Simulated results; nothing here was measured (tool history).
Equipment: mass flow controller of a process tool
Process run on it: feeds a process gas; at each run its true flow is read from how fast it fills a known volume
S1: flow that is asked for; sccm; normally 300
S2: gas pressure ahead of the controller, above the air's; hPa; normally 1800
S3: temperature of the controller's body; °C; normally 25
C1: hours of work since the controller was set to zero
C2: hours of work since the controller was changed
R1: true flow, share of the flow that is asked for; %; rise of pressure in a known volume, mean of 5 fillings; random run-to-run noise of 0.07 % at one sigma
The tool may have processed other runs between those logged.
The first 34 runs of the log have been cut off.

Run 35, hour 3428.6: usual settings but S1 783 sccm, S2 1420 hPa, S3 27 °C; C1 6070; C2 6070. Result: R1 97.82 %.
Run 36, hour 3489.2: usual settings but S2 1600 hPa; C1 6113; C2 6113. Result: R1 96.19 %.
Run 37, hour 3613.9: usual settings but S2 1600 hPa; C1 6201; C2 6201. Result: R1 95.96 %.
Run 38, hour 3750: usual settings but S1 108 sccm, S2 1610 hPa, S3 38 °C; C1 6298; C2 6298. Result: R1 95.72 %.
Run 39, hour 3876.6: usual settings but S1 108 sccm, S2 1610 hPa, S3 38 °C; C1 6388; C2 6388. Result: R1 95.48 %.
Run 40, hour 3969.7: usual settings but S1 207 sccm, S2 2150 hPa; C1 6454; C2 6454. Result: R1 95.15 %.
Run 41, hour 4029.1: usual settings but S2 2350 hPa; C1 6496; C2 6496. Result: R1 95.19 %.
Run 42, hour 4097.5: usual settings but S1 434 sccm, S2 1850 hPa, S3 31 °C; C1 6544; C2 6544. Result: R1 95.86 %.
Run 43, hour 4190.7: usual settings but S1 434 sccm, S2 1850 hPa, S3 31 °C; C1 6610; C2 6610. Result: R1 95.76 %.
Run 44, hour 4312.9: usual settings but S1 125 sccm, S2 1500 hPa, S3 29 °C; C1 6697; C2 6697. Result: R1 94.7 %.
Run 45, hour 4459.4: usual settings but S1 247 sccm, S2 1500 hPa, S3 36 °C; C1 6801; C2 6801. Result: R1 95.16 %.
Run 46, hour 4604: usual settings but S1 287 sccm, S3 32 °C; C1 6903; C2 6903. Result: R1 94.91 %.
Run 47, hour 4709.7: usual settings but S1 358 sccm, S2 1600 hPa, S3 23 °C; C1 6978; C2 6978. Result: R1 94.72 %.

Estimate the outcome of run 48 from the log above:
Run 48, hour 4838.7: usual settings but S1 358 sccm, S2 1600 hPa, S3 23 °C; C1 7070; C2 7070. Result: R1 ?.

{"run 48": {"R1": 94.54}}
Take away the tool's hidden state, keep the run-to-run variation as it was, and the same run would have given R1 97.96 %.
